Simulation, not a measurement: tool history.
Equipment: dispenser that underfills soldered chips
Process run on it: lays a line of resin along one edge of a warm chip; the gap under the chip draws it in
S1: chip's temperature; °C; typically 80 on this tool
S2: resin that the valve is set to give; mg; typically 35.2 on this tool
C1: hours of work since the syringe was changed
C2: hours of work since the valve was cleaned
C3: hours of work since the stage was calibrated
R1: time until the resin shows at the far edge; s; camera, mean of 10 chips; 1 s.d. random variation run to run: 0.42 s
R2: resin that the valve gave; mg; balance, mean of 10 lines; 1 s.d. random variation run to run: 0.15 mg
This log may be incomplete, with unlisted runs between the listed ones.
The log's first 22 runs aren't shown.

| run | hour | S1 | S2 | C1 | C2 | C3 | R1 | R2 |
|---|---|---|---|---|---|---|---|---|
|  | 268.9 | new syringe of resin |
| 23 | 274.6 | 90 | 38.6 | 4 | 83 | 543 | 29.9 | 36.22 |
|  | 281.5 | new syringe of resin |
| 24 | 290.1 | 90 | 38.6 | 6 | 94 | 554 | 35.5 | 36.01 |
|  | 294.5 | new syringe of resin |
| 25 | 300.3 | 90 | 38.6 | 4 | 102 | 562 | 28.8 | 36.02 |
|  | 306.8 | new syringe of resin |
| 26 | 316.4 | 79 | 39.4 | 7 | 113 | 574 | 58.6 | 36.38 |
|  | 319.4 | new syringe of resin |
| 27 | 325.1 | 79 | 39.4 | 4 | 120 | 580 | 44.4 | 35.97 |
|  | 331.5 | new syringe of resin |
|  | 334.0 | dispensing valve cleaned and set on the balance |
| 28 | 337.1 | 80 | 37.2 | 3 | 2 | 588 | 40.6 | 37.23 |
|  | 344.7 | new syringe of resin |
| 29 | 353.1 | 94 | 35.8 | 6 | 14 | 599 | 30.2 | 35.41 |
|  | 357.0 | new syringe of resin |
| 30 | 360.3 | 94 | 34.1 | 2 | 19 | 604 | 21.9 | 33.52 |
|  | 369.2 | new syringe of resin |
| 31 | 374.0 | 94 | 34.1 | 4 | 29 | 614 | 24.5 | 33.46 |
|  | 381.5 | new syringe of resin |
| 32 | 384.7 | 94 | 34.1 | 2 | 37 | 622 | 21.6 | 33.33 |
|  | 394.0 | new syringe of resin |
| 33 | 401.4 | 94 | 34.1 | 5 | 49 | 634 | 27.5 | 32.77 |

Each row is a separate what-if for the run after 33, all from the same tool condition, not one after another. Results?
|  | 406.0 | new syringe of resin |
| A | 413.3 | 71 | 31.6 | 5 | 58 | 643 | ? | ? |
|  | 406.0 | new syringe of resin |
| B | 413.3 | 90 | 45.6 | 5 | 58 | 643 | ? | ? |
|  | 406.0 | new syringe of resin |
| C | 413.3 | 83 | 30.1 | 5 | 58 | 643 | ? | ? |

| run | R1 | R2 |
|---|---|---|
| A | 74.4 | 30.44 |
| B | 32.6 | 44.00 |
| C | 45.7 | 29.06 |
What these runs would have given with no unlogged condition in the tool:
| run | R1 | R2 |
|---|---|---|
| A | 42.5 | 31.60 |
| B | 19.1 | 45.68 |
| C | 26.0 | 30.17 |
